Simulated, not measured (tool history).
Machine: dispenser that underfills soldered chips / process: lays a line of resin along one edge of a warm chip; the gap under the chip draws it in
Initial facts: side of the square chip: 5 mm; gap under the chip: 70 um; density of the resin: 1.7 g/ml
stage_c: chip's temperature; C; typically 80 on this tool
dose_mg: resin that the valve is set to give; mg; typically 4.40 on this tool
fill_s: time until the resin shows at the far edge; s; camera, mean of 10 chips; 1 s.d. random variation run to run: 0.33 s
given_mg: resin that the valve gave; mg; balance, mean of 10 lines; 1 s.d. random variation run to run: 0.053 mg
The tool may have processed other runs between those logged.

{"run": 1, "hour": 0.0, "stage_c": 80, "dose_mg": 4.4, "fill_s": 16.3, "given_mg": 3.87}
{"hour": 6.5, "done": "new syringe of resin"}
{"run": 2, "hour": 8.1, "stage_c": 84, "dose_mg": 4.4, "fill_s": 12.3, "given_mg": 3.96}
{"run": 3, "hour": 16.4, "stage_c": 94, "dose_mg": 4.4, "fill_s": 10.0, "given_mg": 3.8}
{"hour": 17.9, "done": "dispensing valve cleaned and set on the balance"}
{"hour": 18.7, "done": "new syringe of resin"}
{"run": 4, "hour": 26.6, "stage_c": 94, "dose_mg": 4.4, "fill_s": 8.8, "given_mg": 4.4}
{"hour": 30.5, "done": "new syringe of resin"}
{"run": 5, "hour": 34.8, "stage_c": 94, "dose_mg": 4.4, "fill_s": 8.0, "given_mg": 4.37}
{"hour": 41.9, "done": "new syringe of resin"}
{"run": 6, "hour": 43.2, "stage_c": 94, "dose_mg": 4.4, "fill_s": 7.1, "given_mg": 4.31}
{"run": 7, "hour": 52.7, "stage_c": 94, "dose_mg": 4.4, "fill_s": 9.9, "given_mg": 4.34}
{"hour": 53.5, "done": "new syringe of resin"}
{"run": 8, "hour": 58.9, "stage_c": 94, "dose_mg": 4.4, "fill_s": 8.4, "given_mg": 4.29}
{"hour": 65.0, "done": "new syringe of resin"}
{"run": 9, "hour": 65.0, "stage_c": 80, "dose_mg": 5.28, "fill_s": 13.1, "given_mg": 5.05}
{"run": 10, "hour": 69.8, "stage_c": 80, "dose_mg": 5.28, "fill_s": 15.5, "given_mg": 5.16}
{"hour": 77.0, "done": "new syringe of resin"}
{"run": 11, "hour": 77.2, "stage_c": 80, "dose_mg": 5.28, "fill_s": 13.7, "given_mg": 5.15}
{"run": 12, "hour": 83.1, "stage_c": 80, "dose_mg": 5.28, "fill_s": 16.2, "given_mg": 5.03}
{"hour": 88.8, "done": "new syringe of resin"}
{"run": 13, "hour": 93.2, "stage_c": 80, "dose_mg": 5.28, "fill_s": 15.6, "given_mg": 4.97}
{"hour": 100.5, "done": "new syringe of resin"}
{"run": 14, "hour": 101.3, "stage_c": 86, "dose_mg": 5.45, "fill_s": 10.2, "given_mg": 5.23}
{"run": 15, "hour": 109.5, "stage_c": 91, "dose_mg": 3.77, "fill_s": 11.1, "given_mg": 3.63}
{"hour": 112.0, "done": "new syringe of resin"}
{"run": 16, "hour": 120.3, "stage_c": 83, "dose_mg": 4.25, "fill_s": 16.0, "given_mg": 4.07}
{"hour": 123.7, "done": "new syringe of resin"}
{"run": 17, "hour": 129.0, "stage_c": 71, "dose_mg": 4.4, "fill_s": 25.4, "given_mg": 4.16}
{"hour": 134.9, "done": "new syringe of resin"}
{"run": 18, "hour": 136.4, "stage_c": 81, "dose_mg": 4.65, "fill_s": 13.6, "given_mg": 4.32}
{"run": 19, "hour": 145.1, "stage_c": 74, "dose_mg": 5.51, "fill_s": 24.7, "given_mg": 5.15}
{"hour": 146.7, "done": "new syringe of resin"}
{"run": 20, "hour": 152.1, "stage_c": 67, "dose_mg": 5.12, "fill_s": 31.1, "given_mg": 4.76}
{"hour": 158.4, "done": "new syringe of resin"}
{"run": 21, "hour": 161.5, "stage_c": 67, "dose_mg": 5.12, "fill_s": 28.6, "given_mg": 4.76}
{"hour": 170.0, "done": "new syringe of resin"}
{"run": 22, "hour": 172.1, "stage_c": 78, "dose_mg": 4.91, "fill_s": 15.7, "given_mg": 4.49}

5 ways to go on from here, each from the tool as it stands after run 22. What would each give?
{"run": "A", "hour": 178.9, "stage_c": 80, "dose_mg": 5.33, "fill_s": "?", "given_mg": "?"}
{"run": "B", "hour": 178.9, "stage_c": 72, "dose_mg": 4.91, "fill_s": "?", "given_mg": "?"}
{"run": "C", "hour": 178.9, "stage_c": 84, "dose_mg": 4.76, "fill_s": "?", "given_mg": "?"}
{"run": "D", "hour": 178.9, "stage_c": 85, "dose_mg": 3.8, "fill_s": "?", "given_mg": "?"}
{"run": "E", "hour": 178.9, "stage_c": 80, "dose_mg": 5.13, "fill_s": "?", "given_mg": "?"}

run=A fill_s=17.6 given_mg=4.80
run=B fill_s=27.0 given_mg=4.45
run=C fill_s=14.4 given_mg=4.45
run=D fill_s=15.4 given_mg=3.50
run=E fill_s=18.1 given_mg=4.73
Had the tool no hidden state, the same runs would have come out as:
run=A fill_s=13.6 given_mg=5.26
run=B fill_s=20.9 given_mg=4.87
run=C fill_s=11.1 given_mg=4.87
run=D fill_s=11.7 given_mg=3.83
run=E fill_s=14.0 given_mg=5.18

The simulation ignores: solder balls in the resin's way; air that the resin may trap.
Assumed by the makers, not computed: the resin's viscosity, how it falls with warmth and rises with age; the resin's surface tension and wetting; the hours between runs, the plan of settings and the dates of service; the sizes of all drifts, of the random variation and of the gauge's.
